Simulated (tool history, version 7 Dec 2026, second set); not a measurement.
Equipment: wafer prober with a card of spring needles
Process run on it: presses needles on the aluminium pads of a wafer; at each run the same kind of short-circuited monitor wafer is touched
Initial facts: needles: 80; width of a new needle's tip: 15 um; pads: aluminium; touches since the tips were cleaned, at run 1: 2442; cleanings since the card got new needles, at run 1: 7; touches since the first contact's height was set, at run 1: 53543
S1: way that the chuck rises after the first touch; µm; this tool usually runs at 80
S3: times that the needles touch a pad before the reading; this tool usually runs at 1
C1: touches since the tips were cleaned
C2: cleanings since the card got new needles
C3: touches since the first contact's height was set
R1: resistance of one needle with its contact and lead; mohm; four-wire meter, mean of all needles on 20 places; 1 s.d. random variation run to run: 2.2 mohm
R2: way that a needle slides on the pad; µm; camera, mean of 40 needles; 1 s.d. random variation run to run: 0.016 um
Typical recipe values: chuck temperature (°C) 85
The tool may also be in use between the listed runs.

Run 1, hour 0.0: usual settings; C1 2442; C2 7; C3 53543. Result: R1 327 mohm, R2 12.11 µm.
At hour 14.4: tips cleaned on abrasive film.
Run 2, hour 14.4: usual settings; C1 0; C2 8; C3 57704. Result: R1 387 mohm, R2 12.11 µm.
At hour 37.3: tips cleaned on abrasive film.
Run 3, hour 39.7: usual settings but chuck temperature (°C) 51; C1 703; C2 9; C3 65065. Result: R1 278 mohm, R2 12.08 µm.
Run 4, hour 57.6: usual settings but chuck temperature (°C) 51; C1 5921; C2 9; C3 70283. Result: R1 368 mohm, R2 12.07 µm.
At hour 61.4: tips cleaned on abrasive film.
Run 5, hour 77.4: usual settings but chuck temperature (°C) 51; C1 4675; C2 10; C3 76016. Result: R1 360 mohm, R2 12.05 µm.
At hour 84.1: tips cleaned on abrasive film.
Run 6, hour 96.8: usual settings but chuck temperature (°C) 51; C1 3677; C2 11; C3 81628. Result: R1 348 mohm, R2 12.05 µm.
At hour 107.7: tips cleaned on abrasive film.
At hour 109.8: tips cleaned on abrasive film, once more.
Run 7, hour 113.4: usual settings but chuck temperature (°C) 51; C1 1032; C2 13; C3 86412. Result: R1 290 mohm, R2 12.02 µm.
Run 8, hour 128.1: usual settings but chuck temperature (°C) 86; C1 5325; C2 13; C3 90705. Result: R1 362 mohm, R2 12.02 µm.
At hour 134.2: tips cleaned on abrasive film.
Run 9, hour 142.3: usual settings but chuck temperature (°C) 86; C1 2373; C2 14; C3 94826. Result: R1 324 mohm, R2 12.01 µm.
Run 10, hour 154.8: usual settings but chuck temperature (°C) 86; C1 6007; C2 14; C3 98460. Result: R1 372 mohm, R2 12.03 µm.
At hour 157.8: tips cleaned on abrasive film.
Run 11, hour 171.4: usual settings but chuck temperature (°C) 96; C1 3959; C2 15; C3 103271. Result: R1 345 mohm, R2 12.01 µm.
At hour 181.9: tips cleaned on abrasive film.
Run 12, hour 185.3: usual settings but chuck temperature (°C) 96; C1 1000; C2 16; C3 107286. Result: R1 297 mohm, R2 12.00 µm.
Run 13, hour 202.8: usual settings but chuck temperature (°C) 96, S3 2; C1 6089; C2 16; C3 112375. Result: R1 322 mohm, R2 12.02 µm.
At hour 206.1: tips cleaned on abrasive film.
Run 14, hour 225.9: usual settings but chuck temperature (°C) 124; C1 5769; C2 17; C3 119087. Result: R1 366 mohm, R2 12.01 µm.
At hour 229.6: tips cleaned on abrasive film.
Run 15, hour 248.2: usual settings; C1 5418; C2 18; C3 125572. Result: R1 368 mohm, R2 11.98 µm.
At hour 252.4: tips cleaned on abrasive film.
Run 16, hour 273.1: usual settings; C1 6048; C2 19; C3 132800. Result: R1 370 mohm, R2 11.98 µm.
At hour 275.3: tips cleaned on abrasive film.
Run 17, hour 287.3: usual settings but S1 60 µm; C1 3492; C2 20; C3 136904. Result: R1 404 mohm, R2 8.89 µm.
At hour 298.1: height of the first contact set anew.
At hour 300.6: tips cleaned on abrasive film.
Run 18, hour 311.3: usual settings but S1 60 µm; C1 3100; C2 21; C3 3799. Result: R1 388 mohm, R2 9.13 µm.
At hour 323.7: tips cleaned on abrasive film.
Run 19, hour 335.0: usual settings but S1 87 µm, S3 2; C1 3288; C2 22; C3 10677. Result: R1 299 mohm, R2 13.19 µm.
At hour 346.9: tips cleaned on abrasive film.
Run 20, hour 346.9: usual settings but S1 94 µm; C1 0; C2 23; C3 14115. Result: R1 252 mohm, R2 14.29 µm.
Run 21, hour 362.3: usual settings but S1 94 µm; C1 4493; C2 23; C3 18608. Result: R1 335 mohm, R2 14.27 µm.
At hour 370.0: tips cleaned on abrasive film.
Run 22, hour 375.7: usual settings but chuck temperature (°C) 32; C1 1683; C2 24; C3 22497. Result: R1 307 mohm, R2 12.13 µm.
At hour 394.3: tips cleaned on abrasive film.
Run 23, hour 397.1: usual settings but S1 68 µm, chuck temperature (°C) 31; C1 826; C2 25; C3 28692. Result: R1 296 mohm, R2 10.29 µm.
At hour 417.4: tips cleaned on abrasive film.
Run 24, hour 422.4: usual settings but S1 92 µm, chuck temperature (°C) 26; C1 1459; C2 26; C3 36032. Result: R1 282 mohm, R2 13.95 µm.
Run 25, hour 435.8: usual settings but S1 92 µm, chuck temperature (°C) 29, S3 2; C1 5364; C2 26; C3 39937. Result: R1 294 mohm, R2 13.94 µm.
At hour 442.4: tips cleaned on abrasive film.
Run 26, hour 454.0: usual settings but S1 92 µm, chuck temperature (°C) 29, S3 2; C1 3385; C2 27; C3 45216. Result: R1 284 mohm, R2 13.94 µm.
Run 27, hour 465.0: usual settings but S1 92 µm, chuck temperature (°C) 29, S3 2; C1 6591; C2 27; C3 48422. Result: R1 300 mohm, R2 13.93 µm.
At hour 466.8: tips cleaned on abrasive film.
Run 28, hour 489.1: usual settings but S1 77 µm, chuck temperature (°C) 54, S3 2; C1 6504; C2 28; C3 55417. Result: R1 327 mohm, R2 11.60 µm.
At hour 490.5: tips cleaned on abrasive film.
Run 29, hour 504.0: usual settings but S1 77 µm, chuck temperature (°C) 76, S3 2; C1 3945; C2 29; C3 59737. Result: R1 314 mohm, R2 11.62 µm.
At hour 514.2: tips cleaned on abrasive film.
Run 30, hour 521.6: usual settings but S1 62 µm; C1 2146; C2 30; C3 64823. Result: R1 359 mohm, R2 9.35 µm.
Run 31, hour 535.6: usual settings but S1 62 µm; C1 6250; C2 30; C3 68927. Result: R1 427 mohm, R2 9.33 µm.
At hour 537.2: tips cleaned on abrasive film.
Run 32, hour 548.7: usual settings but S1 62 µm; C1 3351; C2 31; C3 72711. Result: R1 389 mohm, R2 9.30 µm.
At hour 561.2: tips cleaned on abrasive film.
Run 33, hour 568.3: usual settings but S1 91 µm, chuck temperature (°C) 29; C1 2089; C2 32; C3 78401. Result: R1 300 mohm, R2 13.72 µm.

Here are 4 independent what-if runs from the current tool condition. What would each one return?
At hour 584.2: tips cleaned on abrasive film.
Run A, hour 586.5: usual settings but S1 85 µm, S3 2; C1 688; C2 33; C3 83674. Result: R1 ?, R2 ?.
At hour 584.2: tips cleaned on abrasive film.
Run B, hour 586.5: usual settings but S3 2; C1 688; C2 33; C3 83674. Result: R1 ?, R2 ?.
At hour 584.2: tips cleaned on abrasive film.
Run C, hour 586.5: usual settings but S1 86 µm, chuck temperature (°C) 29, S3 2; C1 688; C2 33; C3 83674. Result: R1 ?, R2 ?.
At hour 584.2: tips cleaned on abrasive film.
Run D, hour 586.5: usual settings but S1 100 µm, S3 2; C1 688; C2 33; C3 83674. Result: R1 ?, R2 ?.

run   R1     R2
  A  265  12.81
  B  270  12.04
  C  260  12.99
  D  262  15.12
With the hidden condition removed and each run's random variation left untouched, the same runs would have given:
run   R1     R2
  A  243  12.93
  B  246  12.16
  C  236  13.11
  D  245  15.24

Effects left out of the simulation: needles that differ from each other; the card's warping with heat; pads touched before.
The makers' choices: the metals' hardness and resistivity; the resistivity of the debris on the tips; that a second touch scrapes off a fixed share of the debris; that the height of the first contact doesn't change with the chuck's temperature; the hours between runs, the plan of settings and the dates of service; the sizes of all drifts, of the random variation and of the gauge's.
